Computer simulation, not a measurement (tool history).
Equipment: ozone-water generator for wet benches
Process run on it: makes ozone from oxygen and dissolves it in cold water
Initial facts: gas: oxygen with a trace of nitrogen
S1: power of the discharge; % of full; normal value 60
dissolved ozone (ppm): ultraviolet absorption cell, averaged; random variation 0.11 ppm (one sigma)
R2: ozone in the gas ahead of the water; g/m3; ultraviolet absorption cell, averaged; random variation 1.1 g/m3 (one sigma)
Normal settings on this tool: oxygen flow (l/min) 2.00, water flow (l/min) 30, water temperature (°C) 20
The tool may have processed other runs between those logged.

run 1 hour=0.0 | S1=60 oxygen_flow_(l/min)=2.00 water_flow_(l/min)=30 water_temperature_(°C)=20 | dissolved_ozone_(ppm)=7.8 R2=198.5
run 2 hour=30.2 | S1=60 oxygen_flow_(l/min)=2.00 water_flow_(l/min)=30 water_temperature_(°C)=20 | dissolved_ozone_(ppm)=8.0 R2=197.6
run 3 hour=45.8 | S1=60 oxygen_flow_(l/min)=2.00 water_flow_(l/min)=30 water_temperature_(°C)=20 | dissolved_ozone_(ppm)=7.9 R2=199.6
run 4 hour=77.6 | S1=60 oxygen_flow_(l/min)=2.00 water_flow_(l/min)=30 water_temperature_(°C)=20 | dissolved_ozone_(ppm)=7.7 R2=199.0
run 5 hour=109.5 | S1=60 oxygen_flow_(l/min)=2.00 water_flow_(l/min)=30 water_temperature_(°C)=20 | dissolved_ozone_(ppm)=7.9 R2=198.0
run 6 hour=124.3 | S1=60 oxygen_flow_(l/min)=2.25 water_flow_(l/min)=30 water_temperature_(°C)=20 | dissolved_ozone_(ppm)=8.0 R2=184.9
run 7 hour=151.1 | S1=60 oxygen_flow_(l/min)=2.00 water_flow_(l/min)=30 water_temperature_(°C)=18 | dissolved_ozone_(ppm)=7.9 R2=198.8
run 8 hour=165.2 | S1=60 oxygen_flow_(l/min)=2.00 water_flow_(l/min)=30 water_temperature_(°C)=18 | dissolved_ozone_(ppm)=7.8 R2=201.7
run 9 hour=188.2 | S1=60 oxygen_flow_(l/min)=2.00 water_flow_(l/min)=30 water_temperature_(°C)=20 | dissolved_ozone_(ppm)=7.8 R2=201.2
run 10 hour=212.5 | S1=60 oxygen_flow_(l/min)=2.00 water_flow_(l/min)=30 water_temperature_(°C)=20 | dissolved_ozone_(ppm)=7.6 R2=200.0
run 11 hour=229.1 | S1=60 oxygen_flow_(l/min)=1.59 water_flow_(l/min)=30 water_temperature_(°C)=20 | dissolved_ozone_(ppm)=7.5 R2=231.9
run 12 hour=254.9 | S1=60 oxygen_flow_(l/min)=1.59 water_flow_(l/min)=30 water_temperature_(°C)=20 | dissolved_ozone_(ppm)=7.4 R2=230.1
run 13 hour=274.5 | S1=60 oxygen_flow_(l/min)=2.00 water_flow_(l/min)=30 water_temperature_(°C)=20 | dissolved_ozone_(ppm)=7.9 R2=201.0
run 14 hour=299.4 | S1=60 oxygen_flow_(l/min)=2.00 water_flow_(l/min)=30 water_temperature_(°C)=18 | dissolved_ozone_(ppm)=7.9 R2=203.8
run 15 hour=314.6 | S1=60 oxygen_flow_(l/min)=2.00 water_flow_(l/min)=30 water_temperature_(°C)=18 | dissolved_ozone_(ppm)=7.8 R2=202.3
run 16 hour=335.3 | S1=60 oxygen_flow_(l/min)=2.00 water_flow_(l/min)=30 water_temperature_(°C)=20 | dissolved_ozone_(ppm)=7.9 R2=203.0
run 17 hour=364.6 | S1=60 oxygen_flow_(l/min)=2.00 water_flow_(l/min)=30 water_temperature_(°C)=20 | dissolved_ozone_(ppm)=7.8 R2=203.5
run 18 hour=393.3 | S1=98 oxygen_flow_(l/min)=2.00 water_flow_(l/min)=44 water_temperature_(°C)=12 | dissolved_ozone_(ppm)=7.8 R2=293.9
run 19 hour=414.5 | S1=53 oxygen_flow_(l/min)=2.22 water_flow_(l/min)=30 water_temperature_(°C)=20 | dissolved_ozone_(ppm)=7.1 R2=173.3
run 20 hour=442.8 | S1=72 oxygen_flow_(l/min)=3.54 water_flow_(l/min)=30 water_temperature_(°C)=22 | dissolved_ozone_(ppm)=9.5 R2=161.3
run 21 hour=459.6 | S1=72 oxygen_flow_(l/min)=3.54 water_flow_(l/min)=36 water_temperature_(°C)=22 | dissolved_ozone_(ppm)=8.1 R2=160.1
run 22 hour=482.8 | S1=60 oxygen_flow_(l/min)=2.00 water_flow_(l/min)=30 water_temperature_(°C)=14 | dissolved_ozone_(ppm)=8.0 R2=198.8
run 23 hour=506.0 | S1=60 oxygen_flow_(l/min)=2.00 water_flow_(l/min)=30 water_temperature_(°C)=14 | dissolved_ozone_(ppm)=8.0 R2=197.1
run 24 hour=527.5 | S1=60 oxygen_flow_(l/min)=3.10 water_flow_(l/min)=21 water_temperature_(°C)=14 | dissolved_ozone_(ppm)=12.3 R2=151.7
run 25 hour=544.3 | S1=75 oxygen_flow_(l/min)=1.46 water_flow_(l/min)=30 water_temperature_(°C)=25 | dissolved_ozone_(ppm)=8.4 R2=283.0
run 26 hour=566.9 | S1=75 oxygen_flow_(l/min)=1.46 water_flow_(l/min)=30 water_temperature_(°C)=25 | dissolved_ozone_(ppm)=8.3 R2=285.5
run 27 hour=584.6 | S1=75 oxygen_flow_(l/min)=2.42 water_flow_(l/min)=30 water_temperature_(°C)=25 | dissolved_ozone_(ppm)=9.1 R2=209.3
run 28 hour=600.7 | S1=60 oxygen_flow_(l/min)=2.23 water_flow_(l/min)=30 water_temperature_(°C)=20 | dissolved_ozone_(ppm)=7.8 R2=187.6
run 29 hour=631.7 | S1=60 oxygen_flow_(l/min)=2.23 water_flow_(l/min)=30 water_temperature_(°C)=20 | dissolved_ozone_(ppm)=8.0 R2=187.0
run 30 hour=662.9 | S1=60 oxygen_flow_(l/min)=1.11 water_flow_(l/min)=30 water_temperature_(°C)=13 | dissolved_ozone_(ppm)=6.8 R2=287.2
run 31 hour=688.6 | S1=60 oxygen_flow_(l/min)=1.11 water_flow_(l/min)=30 water_temperature_(°C)=13 | dissolved_ozone_(ppm)=6.9 R2=289.4
run 32 hour=717.5 | S1=60 oxygen_flow_(l/min)=1.11 water_flow_(l/min)=30 water_temperature_(°C)=13 | dissolved_ozone_(ppm)=6.7 R2=289.0
run 33 hour=747.6 | S1=60 oxygen_flow_(l/min)=1.11 water_flow_(l/min)=30 water_temperature_(°C)=13 | dissolved_ozone_(ppm)=7.0 R2=290.1

Put back what was entered between runs (1 entry, withheld): which listed runs does each sit between, and how does the hidden state differ from the listed run before to the listed run after?
From run 19 to run 20: gauge calibrated (hour 438.5)
  drift of the gauge itself on gas_g_m3, %: 2.78 -> 0.03
  measured result minus the result with no hidden state, R2: +4.7 -> +0.0 g/m3
